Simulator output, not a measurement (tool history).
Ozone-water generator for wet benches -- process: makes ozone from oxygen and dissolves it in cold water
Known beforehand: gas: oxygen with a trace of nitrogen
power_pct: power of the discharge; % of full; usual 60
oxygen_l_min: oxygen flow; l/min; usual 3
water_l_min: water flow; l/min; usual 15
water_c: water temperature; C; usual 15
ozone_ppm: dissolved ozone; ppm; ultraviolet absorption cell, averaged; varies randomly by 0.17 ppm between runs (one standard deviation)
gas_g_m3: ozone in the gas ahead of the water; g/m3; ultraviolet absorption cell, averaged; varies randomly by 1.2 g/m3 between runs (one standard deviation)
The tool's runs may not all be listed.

run 1 hour=0 | power_pct=60 oxygen_l_min=3 water_l_min=15 water_c=15 | ozone_ppm=21.6 gas_g_m3=219.7
run 2 hour=108.8 | power_pct=60 oxygen_l_min=3 water_l_min=15 water_c=15 | ozone_ppm=21.9 gas_g_m3=217.7
run 3 hour=167.3 | power_pct=60 oxygen_l_min=3 water_l_min=15 water_c=15 | ozone_ppm=21.7 gas_g_m3=218.9
run 4 hour=274.7 | power_pct=60 oxygen_l_min=3 water_l_min=15 water_c=15 | ozone_ppm=21.7 gas_g_m3=220.8
run 5 hour=395.2 | power_pct=60 oxygen_l_min=3 water_l_min=19 water_c=15 | ozone_ppm=17.2 gas_g_m3=222.9
run 6 hour=456 | power_pct=60 oxygen_l_min=3 water_l_min=19 water_c=15 | ozone_ppm=17.4 gas_g_m3=218
run 7 hour=558.3 | power_pct=60 oxygen_l_min=3 water_l_min=15 water_c=15 | ozone_ppm=21.7 gas_g_m3=217.6
run 8 hour=627.2 | power_pct=60 oxygen_l_min=3 water_l_min=15 water_c=15 | ozone_ppm=22.1 gas_g_m3=220.9
run 9 hour=702.1 | power_pct=60 oxygen_l_min=3 water_l_min=15 water_c=10 | ozone_ppm=23.2 gas_g_m3=221.3
run 10 hour=822.6 | power_pct=60 oxygen_l_min=3 water_l_min=15 water_c=10 | ozone_ppm=23 gas_g_m3=218.3
run 11 hour=916.1 | power_pct=60 oxygen_l_min=3 water_l_min=15 water_c=15 | ozone_ppm=22 gas_g_m3=218.8
-- hour=930.1 contactor cleaned
run 12 hour=1000.1 | power_pct=60 oxygen_l_min=3 water_l_min=15 water_c=15 | ozone_ppm=21.8 gas_g_m3=218.9
run 13 hour=1088.5 | power_pct=60 oxygen_l_min=3 water_l_min=15 water_c=15 | ozone_ppm=21.9 gas_g_m3=220.3
run 14 hour=1173.1 | power_pct=60 oxygen_l_min=3 water_l_min=15 water_c=15 | ozone_ppm=21.6 gas_g_m3=217.2
run 15 hour=1257.5 | power_pct=60 oxygen_l_min=3 water_l_min=15 water_c=8 | ozone_ppm=23.7 gas_g_m3=219
run 16 hour=1396.2 | power_pct=60 oxygen_l_min=3 water_l_min=18 water_c=8 | ozone_ppm=19.5 gas_g_m3=220
run 17 hour=1519.5 | power_pct=60 oxygen_l_min=2.93 water_l_min=22 water_c=15 | ozone_ppm=14.7 gas_g_m3=221.8
run 18 hour=1660.4 | power_pct=60 oxygen_l_min=2.93 water_l_min=22 water_c=15 | ozone_ppm=14.7 gas_g_m3=222.8
run 19 hour=1743.5 | power_pct=60 oxygen_l_min=3 water_l_min=19 water_c=15 | ozone_ppm=17.2 gas_g_m3=221.4
run 20 hour=1878.8 | power_pct=60 oxygen_l_min=1.87 water_l_min=9 water_c=15 | ozone_ppm=34.2 gas_g_m3=296.7
run 21 hour=1951.8 | power_pct=60 oxygen_l_min=1.6 water_l_min=24 water_c=22 | ozone_ppm=11.6 gas_g_m3=328.3
run 22 hour=2040.3 | power_pct=77 oxygen_l_min=3.37 water_l_min=15 water_c=8 | ozone_ppm=29.1 gas_g_m3=249.4
run 23 hour=2168.1 | power_pct=77 oxygen_l_min=2.09 water_l_min=17 water_c=8 | ozone_ppm=24.3 gas_g_m3=335.8
run 24 hour=2237.8 | power_pct=57 oxygen_l_min=2.77 water_l_min=14 water_c=10 | ozone_ppm=23.9 gas_g_m3=220.4
run 25 hour=2361.9 | power_pct=60 oxygen_l_min=3 water_l_min=17 water_c=14 | ozone_ppm=19.7 gas_g_m3=218.8

3 ways to go on from here, each from the tool as it stands after run 25. What would each give?
run A hour=2436 | power_pct=61 oxygen_l_min=3 water_l_min=19 water_c=14 | ozone_ppm=? gas_g_m3=?
run B hour=2436 | power_pct=60 oxygen_l_min=4.62 water_l_min=15 water_c=8 | ozone_ppm=? gas_g_m3=?
run C hour=2436 | power_pct=60 oxygen_l_min=5.33 water_l_min=15 water_c=15 | ozone_ppm=? gas_g_m3=?

run=A ozone_ppm=17.5 gas_g_m3=222.6
run=B ozone_ppm=23.8 gas_g_m3=167.5
run=C ozone_ppm=21 gas_g_m3=152.2
Had the tool no hidden state, the same runs would have come out as:
run=A ozone_ppm=17.6 gas_g_m3=222.7
run=B ozone_ppm=23.8 gas_g_m3=167.5
run=C ozone_ppm=21 gas_g_m3=152.2
